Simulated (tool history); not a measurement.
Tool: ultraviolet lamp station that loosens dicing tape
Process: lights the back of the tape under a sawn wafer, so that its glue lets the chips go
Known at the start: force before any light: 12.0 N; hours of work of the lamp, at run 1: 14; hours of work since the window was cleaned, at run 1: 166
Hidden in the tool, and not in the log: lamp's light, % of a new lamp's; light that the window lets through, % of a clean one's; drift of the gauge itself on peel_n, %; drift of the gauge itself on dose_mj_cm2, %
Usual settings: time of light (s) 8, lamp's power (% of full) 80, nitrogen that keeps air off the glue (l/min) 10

run,hour,time of light (s),lamp's power (% of full),nitrogen that keeps air off the glue (l/min),hours of work of the lamp,hours of work since the window was cleaned,force that peels the tape off (N),light that reached the tape (J/m2)
1,0,8,80,10,14,166,1.557,4880
2,15.8,8,80,10,22,175,1.599,4890
3,45.9,8,80,10,39,191,1.517,4870
4,68.3,8,73,10,51,204,1.839,4400
5,99.8,8,73,10,69,221,1.846,4400
6,126.6,8,73,10,84,236,1.909,4370
7,148.9,7,80,10,96,248,2.092,4180
8,182.8,7,80,10,115,267,2.165,4110
9,202.1,8,80,10,125,278,1.71,4670
10,232.5,8,77,10,142,294,1.815,4430
11,248,8,77,10,151,303,1.864,4440
12,278.9,8,77,10,168,320,1.914,4420
13,306.2,11,77,10,183,335,0.965,6050
14,325.8,8,77,11,194,346,1.756,4370
15,353.3,8,96,10,209,361,1.222,5440
16,375.3,8,96,10,221,373,1.29,5400
17,408.2,10,74,10,239,392,1.378,5150
18,424.3,10,74,10,248,401,1.382,5160
19,458,10,74,10,267,419,1.414,5110
20,485.8,5,74,10,282,435,3.983,2530
21,501.7,12,80,9,291,443,0.889,6530
22,530.5,8,80,15,307,459,1.536,4340
23,563.8,11,80,10,325,478,1.031,5870
24,590.6,11,80,10,340,492,1.025,5860

The same runs without the tool's hidden state, with the same run-to-run variation:
run,force that peels the tape off (N),light that reached the tape (J/m2)
1,1.427,5100
2,1.456,5120
3,1.363,5140
4,1.649,4670
5,1.637,4700
6,1.674,4700
7,1.828,4510
8,1.867,4470
9,1.436,5110
10,1.513,4880
11,1.545,4910
12,1.566,4920
13,0.741,6780
14,1.402,4920
15,0.929,6170
16,0.971,6150
17,1.028,5910
18,1.021,5940
19,1.029,5940
20,3.327,2960
21,0.604,7660
22,1.091,5130
23,0.681,6990
24,0.668,7020
